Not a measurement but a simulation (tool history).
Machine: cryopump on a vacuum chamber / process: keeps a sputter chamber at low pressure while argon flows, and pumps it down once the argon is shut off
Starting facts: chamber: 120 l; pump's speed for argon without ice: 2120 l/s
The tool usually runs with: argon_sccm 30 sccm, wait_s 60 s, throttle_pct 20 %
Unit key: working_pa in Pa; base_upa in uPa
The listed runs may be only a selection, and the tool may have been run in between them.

run,hour,argon_sccm,wait_s,throttle_pct,working_pa,base_upa
1,0,30,60,20,0.1228,1.56
2,10.1,30,60,20,0.1232,1.58
3,29,30,67,20,0.1229,1.45
4,41.5,30,67,20,0.1234,1.48
5,50.9,30,172,20,0.123,0.91
6,69,30,60,47,0.0545,1.56
7,84.4,30,60,47,0.0546,1.56
8,99.7,54,60,20,0.221,1.61
9,110.7,30,60,20,0.1229,1.57
10,119.8,30,60,20,0.1218,1.6
11,132.1,30,60,20,0.1229,1.62
12,151,30,204,20,0.123,0.87
13,163.3,30,204,20,0.1253,0.88
14,171.8,30,60,20,0.1227,1.62
15,186.4,30,60,20,0.1235,1.58
16,199.9,30,60,20,0.1236,1.67
17,215.8,30,60,20,0.1242,1.63
18,231,42,112,44,0.0814,1.14
19,246.6,42,54,22,0.1583,1.73
20,263.7,17,33,48,0.0308,2.45
21,271.7,17,99,48,0.0306,1.22
22,280.1,23,31,48,0.0419,2.65
23,295.8,18,129,26,0.0584,1.07
24,313.3,15,286,26,0.0484,0.82
25,322.5,23,92,23,0.083,1.25
26,338.7,23,92,23,0.0835,1.26
27,357.4,23,92,23,0.0838,1.26
28,372.7,23,92,23,0.0841,1.32
29,385.5,23,92,23,0.083,1.32
30,399.5,50,60,24,0.1733,1.62
31,409.4,30,133,27,0.0938,1.09
32,425.7,30,133,27,0.0939,1.07
33,436.9,54,47,20,0.2234,1.9
34,455.9,30,249,16,0.1549,0.86

Difference, measured minus no-hidden-state, one row per run. Run-to-run variation is common to both terms; the gauge's own scatter need not be:
Hidden state present: pump's speed, % of a pump's without ice; cold plate's temperature, K; leak into the chamber, uPa l/s; drift of the gauge itself on working_pa, %; drift of the gauge itself on base_upa, %.
run,working_pa,base_upa
1,+0.0029,+0.37
2,+0.003,+0.37
3,+0.0031,+0.37
4,+0.0032,+0.39
5,+0.0032,+0.39
6,+0.0033,+0.38
7,+0.0034,+0.37
8,+0.0061,+0.38
9,+0.0035,+0.39
10,+0.0035,+0.4
11,+0.0036,+0.4
12,+0.0036,+0.4
13,+0.0037,+0.4
14,+0.0037,+0.41
15,+0.0038,+0.39
16,+0.0039,+0.41
17,+0.0039,+0.4
18,+0.0056,+0.41
19,+0.0057,+0.41
20,+0.0024,+0.41
21,+0.0024,+0.42
22,+0.0033,+0.43
23,+0.0026,+0.42
24,+0.0023,+0.44
25,+0.0034,+0.43
26,+0.0035,+0.42
27,+0.0036,+0.42
28,+0.0036,+0.44
29,+0.0037,+0.44
30,+0.008,+0.43
31,+0.0049,+0.44
32,+0.005,+0.45
33,+0.009,+0.44
34,+0.0051,+0.45

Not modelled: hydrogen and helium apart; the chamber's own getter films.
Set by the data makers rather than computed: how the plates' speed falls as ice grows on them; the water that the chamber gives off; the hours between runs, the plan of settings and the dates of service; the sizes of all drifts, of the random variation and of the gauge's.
